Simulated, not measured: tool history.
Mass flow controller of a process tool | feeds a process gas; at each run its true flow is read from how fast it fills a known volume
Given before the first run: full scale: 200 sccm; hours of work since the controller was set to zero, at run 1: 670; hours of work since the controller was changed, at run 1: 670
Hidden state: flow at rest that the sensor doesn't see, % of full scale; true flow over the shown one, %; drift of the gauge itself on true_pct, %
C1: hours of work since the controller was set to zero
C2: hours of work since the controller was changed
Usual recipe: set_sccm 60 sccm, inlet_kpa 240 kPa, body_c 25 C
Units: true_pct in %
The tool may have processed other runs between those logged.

{"run": 1, "hour": 0.0, "set_sccm": 60, "inlet_kpa": 240, "body_c": 25, "C1": 670, "C2": 670, "true_pct": 99.93}
{"run": 2, "hour": 100.0, "set_sccm": 35, "inlet_kpa": 240, "body_c": 25, "C1": 705, "C2": 705, "true_pct": 100.58}
{"run": 3, "hour": 234.6, "set_sccm": 35, "inlet_kpa": 240, "body_c": 25, "C1": 752, "C2": 752, "true_pct": 100.67}
{"run": 4, "hour": 330.8, "set_sccm": 60, "inlet_kpa": 240, "body_c": 25, "C1": 786, "C2": 786, "true_pct": 100.19}
{"run": 5, "hour": 389.0, "set_sccm": 60, "inlet_kpa": 240, "body_c": 25, "C1": 806, "C2": 806, "true_pct": 100.35}
{"run": 6, "hour": 486.9, "set_sccm": 136, "inlet_kpa": 270, "body_c": 28, "C1": 840, "C2": 840, "true_pct": 100.35}
{"run": 7, "hour": 625.0, "set_sccm": 136, "inlet_kpa": 270, "body_c": 28, "C1": 888, "C2": 888, "true_pct": 100.4}
{"run": 8, "hour": 687.7, "set_sccm": 90, "inlet_kpa": 240, "body_c": 21, "C1": 910, "C2": 910, "true_pct": 100.61}
{"run": 9, "hour": 807.1, "set_sccm": 66, "inlet_kpa": 157, "body_c": 22, "C1": 952, "C2": 952, "true_pct": 100}
{"run": 10, "hour": 925.7, "set_sccm": 60, "inlet_kpa": 185, "body_c": 25, "C1": 993, "C2": 993, "true_pct": 100.09}

Forecast each of these 5 alternatives for the next run:
{"run": "A", "hour": 1022.3, "set_sccm": 52, "inlet_kpa": 252, "body_c": 25, "C1": 1027, "C2": 1027, "true_pct": "?"}
{"run": "B", "hour": 1022.3, "set_sccm": 30, "inlet_kpa": 224, "body_c": 36, "C1": 1027, "C2": 1027, "true_pct": "?"}
{"run": "C", "hour": 1022.3, "set_sccm": 69, "inlet_kpa": 184, "body_c": 34, "C1": 1027, "C2": 1027, "true_pct": "?"}
{"run": "D", "hour": 1022.3, "set_sccm": 44, "inlet_kpa": 247, "body_c": 24, "C1": 1027, "C2": 1027, "true_pct": "?"}
{"run": "E", "hour": 1022.3, "set_sccm": 60, "inlet_kpa": 152, "body_c": 36, "C1": 1027, "C2": 1027, "true_pct": "?"}

run=A true_pct=100.65
run=B true_pct=100.84
run=C true_pct=99.62
run=D true_pct=100.85
run=E true_pct=99.3
With no hidden state in the tool, these same runs would have given:
run=A true_pct=99.12
run=B true_pct=98.37
run=C true_pct=98.41
run=D true_pct=99.1
run=E true_pct=97.94

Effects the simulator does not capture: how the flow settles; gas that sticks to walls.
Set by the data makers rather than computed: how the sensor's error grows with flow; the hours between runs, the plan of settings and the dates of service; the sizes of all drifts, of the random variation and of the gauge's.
